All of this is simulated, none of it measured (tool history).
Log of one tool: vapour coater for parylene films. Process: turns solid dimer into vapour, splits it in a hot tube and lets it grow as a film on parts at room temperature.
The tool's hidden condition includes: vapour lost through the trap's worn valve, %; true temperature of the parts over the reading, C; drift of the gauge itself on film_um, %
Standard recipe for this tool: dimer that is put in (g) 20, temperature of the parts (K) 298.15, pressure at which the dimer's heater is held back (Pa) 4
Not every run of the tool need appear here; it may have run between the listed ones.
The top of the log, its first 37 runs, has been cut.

run,hour,dimer that is put in (g),temperature of the parts (K),pressure at which the dimer's heater is held back (Pa),hours of work since the trap's valve was overhauled,hours of work since the table's thermometer was calibrated,thickness of the film (µm)
38,719.4,10,298.15,5.96,144,807,3.55
39,742.7,10,304.15,2.35,160,824,2.79
40,770.3,18,304.15,2.07,180,843,5.16
41,789,18,304.15,2.07,194,857,5.11
42,815.7,35,304.15,2.6,213,876,9.79
43,836.6,35,304.15,2.6,228,891,9.82
44,853.6,35,304.15,2.6,240,903,9.68
45,873.6,10,297.15,11.04,254,918,3.52
46,896.7,10,297.15,11.04,271,934,3.51
47,916.8,10,297.15,11.04,285,949,3.48
48,935.9,28,297.15,5.49,299,962,10.35

Predict each of these 3 candidate next runs independently; none follows another, all start after run 48:
A,959.4,23,290.15,3.04,316,979,?
B,959.4,36,295.15,2.98,316,979,?
C,959.4,32,306.15,11.24,316,979,?

run,thickness of the film (µm)
A,10.22
B,15.29
C,7.2
With no hidden state in the tool, these same runs would have given:
run,thickness of the film (µm)
A,10.23
B,15.32
C,7.21

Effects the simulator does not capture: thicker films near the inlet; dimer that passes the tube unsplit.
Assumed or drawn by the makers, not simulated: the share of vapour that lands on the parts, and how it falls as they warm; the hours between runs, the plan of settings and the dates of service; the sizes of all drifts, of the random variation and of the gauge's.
